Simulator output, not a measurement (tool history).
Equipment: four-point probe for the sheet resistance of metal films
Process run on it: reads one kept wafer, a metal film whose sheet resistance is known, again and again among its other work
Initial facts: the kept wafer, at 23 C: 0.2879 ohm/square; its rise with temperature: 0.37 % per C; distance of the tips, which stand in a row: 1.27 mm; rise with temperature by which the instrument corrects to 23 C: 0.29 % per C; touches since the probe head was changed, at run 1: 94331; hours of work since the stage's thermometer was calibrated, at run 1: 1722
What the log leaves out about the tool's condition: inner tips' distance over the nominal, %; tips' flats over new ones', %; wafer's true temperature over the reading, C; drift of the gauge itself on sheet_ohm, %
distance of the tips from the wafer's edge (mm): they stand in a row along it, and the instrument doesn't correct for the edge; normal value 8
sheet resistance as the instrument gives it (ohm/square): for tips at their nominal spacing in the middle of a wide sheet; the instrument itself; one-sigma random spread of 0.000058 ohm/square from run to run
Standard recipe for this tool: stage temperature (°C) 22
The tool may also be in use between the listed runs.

run      day  stage temperature (°C)  distance of the tips from the wafer's edge (mm)  touches since the probe head was changed  hours of work since the stage's thermometer was calibrated  sheet resistance as the instrument gives it (ohm/square)
  1    0.000                      22                                                8                                     94331                                                        1722                                                  0.288061
  2    4.121                      22                                                8                                     96364                                                        1778                                                  0.287828
       5.646  -- stage's thermometer calibrated
  3    7.392                      22                                                8                                     97968                                                          24                                                  0.287682
  4   12.196                      22                                                8                                    100339                                                          89                                                  0.287564
  5   15.867                      22                                                8                                    102151                                                         139                                                  0.287519
  6   20.754                      22                                                8                                    104565                                                         205                                                  0.287300
  7   23.508                      22                                                8                                    105922                                                         242                                                  0.287449
  8   25.900                      22                                                8                                    107104                                                         275                                                  0.287424
      26.262  -- stage's thermometer calibrated, once more
  9   30.454                      22                                                8                                    109342                                                          57                                                  0.287683
 10   34.117                      25                                                8                                    111150                                                         107                                                  0.288267
 11   38.621                      25                                                8                                    113372                                                         168                                                  0.288315
 12   41.538                      22                                                8                                    114811                                                         207                                                  0.287631
 13   45.596                      22                                               36                                    116814                                                         262                                                  0.283858
 14   48.504                      21                                                8                                    118249                                                         302                                                  0.287291
 15   53.896                      21                                                9                                    120911                                                         375                                                  0.286381
 16   56.588                      21                                                9                                    122239                                                         411                                                  0.286412
 17   59.879                      21                                                9                                    123865                                                         456                                                  0.286297
 18   63.138                      23                                                9                                    125472                                                         500                                                  0.286638
 19   67.362                      22                                                8                                    127557                                                         557                                                  0.287193
 20   71.617                      22                                               13                                    129657                                                         615                                                  0.284778
 21   75.367                      22                                               13                                    131508                                                         666                                                  0.284761
 22   78.283                      22                                               13                                    132947                                                         705                                                  0.284655
 23   82.967                      22                                               13                                    135260                                                         769                                                  0.284594
 24   85.162                      22                                               13                                    136344                                                         799                                                  0.284570
 25   89.371                      21                                               32                                    138421                                                         856                                                  0.283054
 26   94.546                      26                                                7                                    140975                                                         926                                                  0.288686
 27   97.904                      29                                                9                                    142632                                                         972                                                  0.287399
 28  101.958                      21                                                8                                    144633                                                        1027                                                  0.286347
 29  105.767                      21                                                8                                    146513                                                        1078                                                  0.286393
 30  111.092                      31                                                9                                    149141                                                        1150                                                  0.287647
 31  115.862                      31                                                9                                    151496                                                        1215                                                  0.287409
 32  119.533                      19                                               30                                    153308                                                        1265                                                  0.282100
 33  124.288                      20                                                8                                    155654                                                        1329                                                  0.285842
 34  127.875                      20                                                5                                    157425                                                        1378                                                  0.291425
 35  130.188                      20                                               28                                    158566                                                        1409                                                  0.282198
 36  132.467                      22                                               27                                    159691                                                        1440                                                  0.282753
 37  135.846                      22                                               27                                    161358                                                        1486                                                  0.282603
 38  140.079                      22                                               27                                    163447                                                        1544                                                  0.282636
     142.242  -- new probe head fitted
 39  143.088                      29                                               27                                       417                                                        1584                                                  0.288786
 40  148.354                      29                                               32                                      3016                                                        1655                                                  0.288622
 41  151.667                      28                                                4                                      4650                                                        1700                                                  0.302946
 42  156.975                      23                                               53                                      7271                                                        1772                                                  0.287097
     158.729  -- stage's thermometer calibrated
 43  162.408                      27                                               16                                      9943                                                          50                                                  0.289016
 44  166.912                      20                                                9                                     12167                                                         111                                                  0.289518

Predict each of these 3 candidate next runs independently; none follows another, all start after run 44:
  A  169.238                      20                                               32                                     13314                                                         143                                                         ?
  B  169.238                      24                                               45                                     13314                                                         143                                                         ?
  C  169.238                      30                                                7                                     13314                                                         143                                                         ?

run  sheet resistance as the instrument gives it (ohm/square)
  A                                                  0.286547
  B                                                  0.287370
  C                                                  0.293601
Stripped of hidden state, with their random variation kept, the same runs would have yielded:
run  sheet resistance as the instrument gives it (ohm/square)
  A                                                  0.287423
  B                                                  0.288249
  C                                                  0.294498
